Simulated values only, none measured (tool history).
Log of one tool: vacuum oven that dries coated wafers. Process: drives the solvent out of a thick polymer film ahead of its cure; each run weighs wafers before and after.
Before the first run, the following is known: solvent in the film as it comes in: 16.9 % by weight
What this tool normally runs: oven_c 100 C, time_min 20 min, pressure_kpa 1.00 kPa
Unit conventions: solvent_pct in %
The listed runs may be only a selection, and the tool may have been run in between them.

{"run": 1, "hour": 0.0, "oven_c": 100, "time_min": 20, "pressure_kpa": 1.0, "solvent_pct": 1.29}
{"run": 2, "hour": 44.8, "oven_c": 100, "time_min": 20, "pressure_kpa": 1.0, "solvent_pct": 1.31}
{"run": 3, "hour": 78.5, "oven_c": 100, "time_min": 20, "pressure_kpa": 1.0, "solvent_pct": 1.26}
{"run": 4, "hour": 137.8, "oven_c": 100, "time_min": 35, "pressure_kpa": 1.0, "solvent_pct": 0.71}
{"run": 5, "hour": 191.1, "oven_c": 100, "time_min": 35, "pressure_kpa": 1.0, "solvent_pct": 0.71}
{"hour": 220.8, "done": "oven's thermocouples calibrated"}
{"run": 6, "hour": 241.4, "oven_c": 109, "time_min": 20, "pressure_kpa": 1.0, "solvent_pct": 0.47}
{"run": 7, "hour": 302.1, "oven_c": 109, "time_min": 20, "pressure_kpa": 1.0, "solvent_pct": 0.51}
{"run": 8, "hour": 341.6, "oven_c": 109, "time_min": 20, "pressure_kpa": 1.0, "solvent_pct": 0.45}
{"run": 9, "hour": 369.4, "oven_c": 109, "time_min": 20, "pressure_kpa": 1.0, "solvent_pct": 0.49}
{"run": 10, "hour": 395.9, "oven_c": 89, "time_min": 20, "pressure_kpa": 1.0, "solvent_pct": 3.72}
{"run": 11, "hour": 450.8, "oven_c": 89, "time_min": 20, "pressure_kpa": 1.0, "solvent_pct": 3.77}
{"run": 12, "hour": 483.3, "oven_c": 89, "time_min": 20, "pressure_kpa": 1.0, "solvent_pct": 3.79}
{"run": 13, "hour": 546.3, "oven_c": 100, "time_min": 29, "pressure_kpa": 1.0, "solvent_pct": 0.73}
{"run": 14, "hour": 585.2, "oven_c": 100, "time_min": 29, "pressure_kpa": 1.0, "solvent_pct": 0.74}
{"run": 15, "hour": 634.9, "oven_c": 100, "time_min": 13, "pressure_kpa": 1.0, "solvent_pct": 2.19}
{"run": 16, "hour": 691.1, "oven_c": 100, "time_min": 13, "pressure_kpa": 1.0, "solvent_pct": 2.2}
{"run": 17, "hour": 721.2, "oven_c": 100, "time_min": 13, "pressure_kpa": 1.0, "solvent_pct": 2.24}
{"run": 18, "hour": 771.3, "oven_c": 90, "time_min": 20, "pressure_kpa": 1.0, "solvent_pct": 3.55}
{"run": 19, "hour": 827.0, "oven_c": 100, "time_min": 20, "pressure_kpa": 0.58, "solvent_pct": 0.92}
{"run": 20, "hour": 854.7, "oven_c": 100, "time_min": 20, "pressure_kpa": 1.0, "solvent_pct": 1.17}
{"run": 21, "hour": 890.2, "oven_c": 101, "time_min": 20, "pressure_kpa": 1.0, "solvent_pct": 1.06}
{"run": 22, "hour": 941.3, "oven_c": 101, "time_min": 20, "pressure_kpa": 1.0, "solvent_pct": 1.04}
{"run": 23, "hour": 976.5, "oven_c": 100, "time_min": 20, "pressure_kpa": 1.0, "solvent_pct": 1.24}
{"run": 24, "hour": 1014.0, "oven_c": 100, "time_min": 20, "pressure_kpa": 1.0, "solvent_pct": 1.2}
{"run": 25, "hour": 1069.1, "oven_c": 100, "time_min": 20, "pressure_kpa": 1.0, "solvent_pct": 1.23}
{"run": 26, "hour": 1109.1, "oven_c": 90, "time_min": 12, "pressure_kpa": 0.61, "solvent_pct": 5.84}
{"run": 27, "hour": 1140.1, "oven_c": 91, "time_min": 20, "pressure_kpa": 1.0, "solvent_pct": 3.41}
{"run": 28, "hour": 1199.2, "oven_c": 113, "time_min": 11, "pressure_kpa": 1.0, "solvent_pct": 0.66}
{"run": 29, "hour": 1262.3, "oven_c": 103, "time_min": 12, "pressure_kpa": 2.37, "solvent_pct": 2.59}
{"run": 30, "hour": 1325.0, "oven_c": 89, "time_min": 15, "pressure_kpa": 1.81, "solvent_pct": 6.0}
{"run": 31, "hour": 1353.3, "oven_c": 91, "time_min": 20, "pressure_kpa": 3.26, "solvent_pct": 5.05}
{"run": 32, "hour": 1410.4, "oven_c": 101, "time_min": 13, "pressure_kpa": 0.74, "solvent_pct": 2.06}
{"run": 33, "hour": 1454.5, "oven_c": 109, "time_min": 23, "pressure_kpa": 1.28, "solvent_pct": 0.67}
{"run": 34, "hour": 1482.8, "oven_c": 109, "time_min": 23, "pressure_kpa": 1.28, "solvent_pct": 0.64}
{"run": 35, "hour": 1519.3, "oven_c": 98, "time_min": 21, "pressure_kpa": 1.54, "solvent_pct": 1.87}
{"run": 36, "hour": 1547.6, "oven_c": 101, "time_min": 32, "pressure_kpa": 1.0, "solvent_pct": 0.75}
{"run": 37, "hour": 1594.0, "oven_c": 101, "time_min": 32, "pressure_kpa": 1.0, "solvent_pct": 0.79}
{"run": 38, "hour": 1624.2, "oven_c": 101, "time_min": 32, "pressure_kpa": 1.0, "solvent_pct": 0.76}
{"hour": 1637.2, "done": "vacuum gauge cleaned of residue and calibrated"}
{"run": 39, "hour": 1656.2, "oven_c": 108, "time_min": 20, "pressure_kpa": 1.0, "solvent_pct": 0.5}
{"run": 40, "hour": 1706.5, "oven_c": 89, "time_min": 20, "pressure_kpa": 1.0, "solvent_pct": 4.17}
{"run": 41, "hour": 1742.9, "oven_c": 89, "time_min": 20, "pressure_kpa": 1.0, "solvent_pct": 4.2}
{"run": 42, "hour": 1802.8, "oven_c": 89, "time_min": 20, "pressure_kpa": 1.0, "solvent_pct": 4.23}
{"run": 43, "hour": 1860.5, "oven_c": 89, "time_min": 20, "pressure_kpa": 1.0, "solvent_pct": 4.23}
{"run": 44, "hour": 1913.0, "oven_c": 103, "time_min": 16, "pressure_kpa": 1.0, "solvent_pct": 1.23}
{"hour": 1977.9, "done": "oven's thermocouples calibrated"}
{"run": 45, "hour": 1978.3, "oven_c": 100, "time_min": 19, "pressure_kpa": 0.56, "solvent_pct": 0.85}
{"run": 46, "hour": 2019.1, "oven_c": 90, "time_min": 20, "pressure_kpa": 1.16, "solvent_pct": 3.3}

A few steps of solvent_pct between consecutive runs. Split each: what settings, incoming material and random variation would produce without the hidden state, and what is left over for the hidden state, along with gauge scatter present in only one of the two compared results (measured, and without hidden state):
What the log doesn't record here: true wafer temperature over the reading, C; true pressure over the reading, kPa; drift of the gauge itself on solvent_pct, %.
Run 25 -> 26: oven_c 100 -> 90, time_min 20 -> 12, pressure_kpa 1.00 -> 0.61. solvent_pct +4.61 %: hidden state +0.22, all else +4.39.
Run 27 -> 28: oven_c 91 -> 113, time_min 20 -> 11. solvent_pct -2.75 %: hidden state -0.29, all else -2.46.
Run 29 -> 30: oven_c 103 -> 89, time_min 12 -> 15, pressure_kpa 2.37 -> 1.81. solvent_pct +3.41 %: hidden state +0.22, all else +3.19.
Run 39 -> 40: oven_c 108 -> 89. solvent_pct +3.67 %: hidden state +0.49, all else +3.18.
Run 43 -> 44: oven_c 89 -> 103, time_min 20 -> 16. solvent_pct -3.00 %: hidden state -0.34, all else -2.66.

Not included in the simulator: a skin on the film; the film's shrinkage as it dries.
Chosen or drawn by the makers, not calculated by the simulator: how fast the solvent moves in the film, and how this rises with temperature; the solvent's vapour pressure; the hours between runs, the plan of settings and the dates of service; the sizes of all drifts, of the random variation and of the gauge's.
